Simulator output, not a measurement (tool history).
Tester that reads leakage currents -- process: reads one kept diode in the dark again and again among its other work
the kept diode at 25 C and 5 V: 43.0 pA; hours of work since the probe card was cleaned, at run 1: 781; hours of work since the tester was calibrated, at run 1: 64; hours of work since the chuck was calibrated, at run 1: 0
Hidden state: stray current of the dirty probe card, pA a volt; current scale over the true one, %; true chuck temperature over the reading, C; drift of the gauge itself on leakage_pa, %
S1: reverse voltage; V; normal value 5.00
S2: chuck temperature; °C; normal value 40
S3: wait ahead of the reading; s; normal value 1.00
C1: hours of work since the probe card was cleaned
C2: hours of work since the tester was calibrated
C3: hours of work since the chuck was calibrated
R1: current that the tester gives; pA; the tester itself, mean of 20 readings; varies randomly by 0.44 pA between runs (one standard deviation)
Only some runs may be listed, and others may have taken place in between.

{"run": 1, "hour": 0.0, "S1": 5.0, "S2": 40, "S3": 1.0, "C1": 781, "C2": 64, "C3": 0, "R1": 148.5}
{"run": 2, "hour": 127.4, "S1": 5.0, "S2": 40, "S3": 1.0, "C1": 862, "C2": 146, "C3": 82, "R1": 145.91}
{"run": 3, "hour": 226.8, "S1": 5.0, "S2": 40, "S3": 0.87, "C1": 926, "C2": 209, "C3": 145, "R1": 145.27}
{"run": 4, "hour": 380.5, "S1": 5.0, "S2": 40, "S3": 0.87, "C1": 1024, "C2": 308, "C3": 244, "R1": 142.82}
{"run": 5, "hour": 523.2, "S1": 5.0, "S2": 40, "S3": 0.87, "C1": 1116, "C2": 399, "C3": 335, "R1": 141.68}
{"run": 6, "hour": 695.6, "S1": 5.0, "S2": 40, "S3": 2.28, "C1": 1226, "C2": 509, "C3": 445, "R1": 138.4}
{"run": 7, "hour": 813.0, "S1": 5.0, "S2": 40, "S3": 1.0, "C1": 1301, "C2": 585, "C3": 520, "R1": 138.59}
{"run": 8, "hour": 906.1, "S1": 5.0, "S2": 40, "S3": 1.0, "C1": 1361, "C2": 644, "C3": 580, "R1": 137.45}
{"run": 9, "hour": 1096.6, "S1": 5.0, "S2": 40, "S3": 1.0, "C1": 1483, "C2": 766, "C3": 702, "R1": 135.69}
{"run": 10, "hour": 1194.1, "S1": 5.0, "S2": 40, "S3": 1.0, "C1": 1545, "C2": 829, "C3": 764, "R1": 134.48}
{"run": 11, "hour": 1368.5, "S1": 5.0, "S2": 29, "S3": 1.0, "C1": 1657, "C2": 940, "C3": 876, "R1": 56.9}
{"run": 12, "hour": 1457.0, "S1": 5.0, "S2": 45, "S3": 1.0, "C1": 1714, "C2": 997, "C3": 933, "R1": 191.07}
{"run": 13, "hour": 1645.3, "S1": 5.17, "S2": 40, "S3": 1.0, "C1": 1834, "C2": 1117, "C3": 1053, "R1": 131.57}
{"run": 14, "hour": 1846.2, "S1": 5.17, "S2": 40, "S3": 1.0, "C1": 1963, "C2": 1246, "C3": 1182, "R1": 128.66}
{"run": 15, "hour": 2002.0, "S1": 5.17, "S2": 40, "S3": 1.0, "C1": 2063, "C2": 1346, "C3": 1282, "R1": 128.09}
{"run": 16, "hour": 2119.9, "S1": 5.0, "S2": 40, "S3": 0.38, "C1": 2138, "C2": 1421, "C3": 1357, "R1": 127.19}
{"hour": 2231.4, "done": "chuck's temperature calibrated"}
{"run": 17, "hour": 2239.9, "S1": 5.0, "S2": 40, "S3": 0.38, "C1": 2213, "C2": 1497, "C3": 5, "R1": 123.74}
{"run": 18, "hour": 2359.2, "S1": 5.0, "S2": 40, "S3": 0.38, "C1": 2290, "C2": 1573, "C3": 82, "R1": 122.83}
{"run": 19, "hour": 2457.8, "S1": 5.0, "S2": 40, "S3": 0.38, "C1": 2353, "C2": 1636, "C3": 145, "R1": 121.51}
{"run": 20, "hour": 2659.3, "S1": 5.0, "S2": 40, "S3": 0.38, "C1": 2482, "C2": 1765, "C3": 274, "R1": 119.57}
{"hour": 2675.0, "done": "chuck's temperature calibrated, once more"}
{"run": 21, "hour": 2785.1, "S1": 3.07, "S2": 22, "S3": 2.55, "C1": 2561, "C2": 1844, "C3": 71, "R1": 30.49}
{"run": 22, "hour": 2985.7, "S1": 10.4, "S2": 40, "S3": 0.48, "C1": 2690, "C2": 1973, "C3": 199, "R1": 188.3}
{"run": 23, "hour": 3090.4, "S1": 4.0, "S2": 20, "S3": 3.55, "C1": 2757, "C2": 2040, "C3": 266, "R1": 28.4}
{"run": 24, "hour": 3218.8, "S1": 4.0, "S2": 20, "S3": 3.55, "C1": 2839, "C2": 2122, "C3": 348, "R1": 28.18}
{"run": 25, "hour": 3317.3, "S1": 4.0, "S2": 20, "S3": 3.55, "C1": 2902, "C2": 2185, "C3": 411, "R1": 27.93}
{"hour": 3439.6, "done": "tester calibrated"}
{"run": 26, "hour": 3512.4, "S1": 18.72, "S2": 40, "S3": 1.13, "C1": 3026, "C2": 47, "C3": 535, "R1": 227.47}
{"run": 27, "hour": 3655.3, "S1": 18.72, "S2": 40, "S3": 1.13, "C1": 3117, "C2": 138, "C3": 626, "R1": 224.17}
{"run": 28, "hour": 3852.3, "S1": 9.78, "S2": 35, "S3": 2.72, "C1": 3243, "C2": 264, "C3": 752, "R1": 119.43}
{"run": 29, "hour": 4025.2, "S1": 5.0, "S2": 21, "S3": 1.0, "C1": 3354, "C2": 375, "C3": 863, "R1": 33.75}
{"run": 30, "hour": 4211.3, "S1": 5.0, "S2": 21, "S3": 1.0, "C1": 3473, "C2": 494, "C3": 982, "R1": 33.43}
{"run": 31, "hour": 4403.0, "S1": 5.0, "S2": 36, "S3": 0.7, "C1": 3596, "C2": 617, "C3": 1105, "R1": 99.51}
{"run": 32, "hour": 4507.7, "S1": 2.25, "S2": 40, "S3": 0.84, "C1": 3663, "C2": 684, "C3": 1172, "R1": 100.59}
{"run": 33, "hour": 4699.6, "S1": 8.98, "S2": 21, "S3": 0.7, "C1": 3786, "C2": 807, "C3": 1295, "R1": 44.92}
{"hour": 4746.7, "done": "probe card cleaned and baked"}
{"run": 34, "hour": 4858.0, "S1": 1.79, "S2": 21, "S3": 6.0, "C1": 71, "C2": 906, "C3": 1394, "R1": 18.1}
{"hour": 4912.7, "done": "chuck's temperature calibrated"}
{"run": 35, "hour": 5006.1, "S1": 18.24, "S2": 25, "S3": 6.0, "C1": 165, "C2": 1000, "C3": 60, "R1": 65.65}
{"run": 36, "hour": 5125.7, "S1": 18.24, "S2": 25, "S3": 6.0, "C1": 241, "C2": 1076, "C3": 136, "R1": 66.12}
{"run": 37, "hour": 5230.7, "S1": 18.24, "S2": 25, "S3": 6.0, "C1": 309, "C2": 1143, "C3": 204, "R1": 65.49}
{"run": 38, "hour": 5384.5, "S1": 18.24, "S2": 25, "S3": 6.0, "C1": 407, "C2": 1242, "C3": 302, "R1": 65.16}
{"run": 39, "hour": 5504.6, "S1": 18.24, "S2": 25, "S3": 6.0, "C1": 484, "C2": 1319, "C3": 379, "R1": 65.26}

Consider 3 possible next runs. They are alternatives, not a sequence: every one starts from the tool as it was left by run 39. What does each give?
{"run": "A", "hour": 5698.2, "S1": 5.0, "S2": 20, "S3": 8.46, "C1": 608, "C2": 1443, "C3": 503, "R1": "?"}
{"run": "B", "hour": 5698.2, "S1": 5.0, "S2": 27, "S3": 2.73, "C1": 608, "C2": 1443, "C3": 503, "R1": "?"}
{"run": "C", "hour": 5698.2, "S1": 11.5, "S2": 40, "S3": 0.56, "C1": 608, "C2": 1443, "C3": 503, "R1": "?"}

run=A R1=27.03
run=B R1=49.50
run=C R1=184.60
Without the tool's hidden state the same runs would have given:
run=A R1=27.91
run=B R1=51.85
run=C R1=193.94
